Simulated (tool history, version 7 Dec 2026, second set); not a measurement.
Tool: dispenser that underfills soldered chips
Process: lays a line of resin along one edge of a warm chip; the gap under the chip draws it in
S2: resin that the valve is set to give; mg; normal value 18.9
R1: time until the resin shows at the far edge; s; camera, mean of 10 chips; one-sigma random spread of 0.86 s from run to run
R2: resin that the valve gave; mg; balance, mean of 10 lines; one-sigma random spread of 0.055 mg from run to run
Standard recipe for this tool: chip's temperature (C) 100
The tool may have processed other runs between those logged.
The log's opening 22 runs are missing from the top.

-- hour=107.5 new syringe of resin
run 23 hour=108.5 | chip's_temperature_(C)=94 S2=23.8 | R1=95.8 R2=23.26
run 24 hour=113.1 | chip's_temperature_(C)=100 S2=21.4 | R1=109.5 R2=20.97
run 25 hour=117.4 | chip's_temperature_(C)=101 S2=24.5 | R1=136.9 R2=24.06
-- hour=122.2 new syringe of resin
run 26 hour=124.7 | chip's_temperature_(C)=88 S2=21.4 | R1=121.4 R2=20.81
run 27 hour=130.1 | chip's_temperature_(C)=88 S2=21.4 | R1=172.3 R2=20.79
run 28 hour=136.1 | chip's_temperature_(C)=88 S2=17.7 | R1=252.9 R2=17.22
-- hour=137.1 new syringe of resin
run 29 hour=143.3 | chip's_temperature_(C)=88 S2=17.7 | R1=159.3 R2=17.16
run 30 hour=147.8 | chip's_temperature_(C)=88 S2=17.7 | R1=205.8 R2=17.04
-- hour=152.1 new syringe of resin
run 31 hour=152.2 | chip's_temperature_(C)=88 S2=17.7 | R1=110.1 R2=17.06
run 32 hour=157.1 | chip's_temperature_(C)=88 S2=17.7 | R1=150.4 R2=17.04
run 33 hour=161.6 | chip's_temperature_(C)=113 S2=21.8 | R1=97.2 R2=21.04
-- hour=166.8 new syringe of resin
run 34 hour=168.6 | chip's_temperature_(C)=111 S2=20.4 | R1=66.7 R2=19.54
run 35 hour=174.6 | chip's_temperature_(C)=111 S2=23.7 | R1=94.1 R2=22.62
run 36 hour=180.5 | chip's_temperature_(C)=99 S2=19.5 | R1=183.8 R2=18.51

Below are 3 alternative next runs, each starting from the tool's condition after run 36. Predict each:
-- hour=181.4 new syringe of resin
run A hour=186.1 | chip's_temperature_(C)=100 S2=19.2 | R1=? R2=?
-- hour=181.4 new syringe of resin
run B hour=186.1 | chip's_temperature_(C)=89 S2=17.0 | R1=? R2=?
-- hour=181.4 new syringe of resin
run C hour=186.1 | chip's_temperature_(C)=89 S2=18.7 | R1=? R2=?

run=A R1=104.0 R2=18.20
run=B R1=142.3 R2=16.10
run=C R1=138.9 R2=17.73
What these runs would have given with no unlogged condition in the tool:
run=A R1=80.7 R2=19.18
run=B R1=109.9 R2=16.96
run=C R1=107.7 R2=18.68
